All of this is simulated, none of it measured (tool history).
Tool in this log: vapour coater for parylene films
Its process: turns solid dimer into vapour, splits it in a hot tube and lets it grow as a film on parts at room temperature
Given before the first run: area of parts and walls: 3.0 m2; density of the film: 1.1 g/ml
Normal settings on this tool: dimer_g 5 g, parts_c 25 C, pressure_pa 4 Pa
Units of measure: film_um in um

run,day,dimer_g,parts_c,pressure_pa,film_um
1,0,5,25,4,0.67
2,0.833,5,25,4,0.683
3,1.688,5,17,4,0.886
4,2.642,5,25,7.73,0.652
5,3.046,5,25,7.73,0.656
6,3.512,5,25,11.76,0.628
7,4.162,5,25,11.76,0.625
# day 4.383: trap's valve overhauled
8,4.908,5,25,4,0.617
9,5.308,5,25,4,0.608
10,5.796,5,25,4,0.611
11,6.779,5,25,4,0.607
12,7.421,5,25,4,0.606
13,8.233,2,23,4,0.257
14,8.804,2,36,5.08,0.165
15,9.721,2,36,5.08,0.172
# day 10.488: trap's valve overhauled, once more
16,10.512,4,30,5.82,0.505
17,11.167,4,30,2.86,0.521
18,12.121,4,30,2.86,0.507
19,12.771,4,30,2.86,0.518
20,13.379,4,30,2.86,0.508
21,14.008,2,25,3.42,0.298
22,14.962,2,25,3.42,0.299
23,15.45,2,25,3.42,0.301
24,15.996,5,32,4,0.577

Alternative continuations, all from the tool just after run 24; predict every row:
A,16.525,5,19,4,?
B,16.525,5,20,4,?
C,16.525,5,25,2.41,?
D,16.525,5,28,4,?

run,film_um
A,0.895
B,0.862
C,0.75
D,0.669
Stripped of hidden state, with their random variation kept, the same runs would have yielded:
run,film_um
A,0.926
B,0.892
C,0.776
D,0.692
